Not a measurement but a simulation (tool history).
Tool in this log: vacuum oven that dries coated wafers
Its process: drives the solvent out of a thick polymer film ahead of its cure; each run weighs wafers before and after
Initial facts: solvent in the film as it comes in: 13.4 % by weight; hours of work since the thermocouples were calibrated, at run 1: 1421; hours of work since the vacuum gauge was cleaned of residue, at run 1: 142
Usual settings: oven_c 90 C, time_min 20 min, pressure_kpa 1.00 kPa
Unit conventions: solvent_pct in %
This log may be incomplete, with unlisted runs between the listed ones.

run   hour  oven_c  time_min  pressure_kpa  hours of work since the thermocouples were calibrated  hours of work since the vacuum gauge was cleaned of residue  solvent_pct
  1    0.0      90        20          1.00                                                   1421                                                          142         1.12
  2    7.2      90        20          1.00                                                   1425                                                          145         1.14
  3   14.7      90        20          1.00                                                   1429                                                          149         1.09
  4   25.4      90        20          1.00                                                   1434                                                          155         1.12
  5   32.5      90        20          1.00                                                   1438                                                          159         1.11
  6   38.7      90        20          1.00                                                   1441                                                          162         1.12
  7   45.8      90        20          1.00                                                   1445                                                          166         1.08
  8   57.7      90        20          1.00                                                   1452                                                          172         1.13
  9   66.4      90        20          1.00                                                   1456                                                          177         1.12
 10   79.6      90        13          1.00                                                   1463                                                          184         2.10
 11   89.0      90        20          1.00                                                   1468                                                          189         1.11
 12   96.8      90        20          1.00                                                   1472                                                          193         1.09
 13  110.8      90        20          1.00                                                   1480                                                          200         1.09
 14  121.2      90        20          1.00                                                   1485                                                          206         1.13
 15  134.1      90        20          1.00                                                   1492                                                          212         1.08
 16  142.8      90        20          1.00                                                   1496                                                          217         1.11
 17  149.9      80        31          1.00                                                   1500                                                          221         1.95
 18  164.2      89        15          3.17                                                   1508                                                          228         2.96
 19  174.4      94        11          2.43                                                   1513                                                          234         2.33
 20  188.2      95        21          0.90                                                   1520                                                          241         0.55
 21  202.6      89        18          1.00                                                   1528                                                          249         1.50
 22  215.2      89        18          1.00                                                   1535                                                          255         1.45
 23  226.5      76        11          1.52                                                   1541                                                          261         6.87
 24  233.7      98        11          1.52                                                   1544                                                          265         1.28
 25  245.6      98        33          2.12                                                   1551                                                          271         0.80
 26  253.2      83        14          0.77                                                   1555                                                          275         3.61
 27  261.7      93        36          0.53                                                   1559                                                          280         0.27
 28  270.0      93        36          0.53                                                   1564                                                          284         0.26
 29  275.9      93        36          0.53                                                   1567                                                          287         0.28
 30  284.8      84        17          1.04                                                   1571                                                          292         2.79
 31  293.4      84        17          1.04                                                   1576                                                          296         2.79
 32  300.8      84        13          1.04                                                   1580                                                          300         3.73

Branching from run 32: 5 alternative next runs. What would each branch give?
  A  307.7      84        14          2.10                                                   1583                                                          304            ?
  B  307.7      84        30          1.04                                                   1583                                                          304            ?
  C  307.7      90        19          0.52                                                   1583                                                          304            ?
  D  307.7     104        20          1.00                                                   1583                                                          304            ?
  E  307.7      91        16          1.11                                                   1583                                                          304            ?

run  solvent_pct
  A         3.98
  B         1.30
  C         0.98
  D         0.33
  E         1.41
With the hidden condition removed and each run's random variation left untouched, the same runs would have given:
run  solvent_pct
  A         3.99
  B         1.31
  C         0.99
  D         0.33
  E         1.42

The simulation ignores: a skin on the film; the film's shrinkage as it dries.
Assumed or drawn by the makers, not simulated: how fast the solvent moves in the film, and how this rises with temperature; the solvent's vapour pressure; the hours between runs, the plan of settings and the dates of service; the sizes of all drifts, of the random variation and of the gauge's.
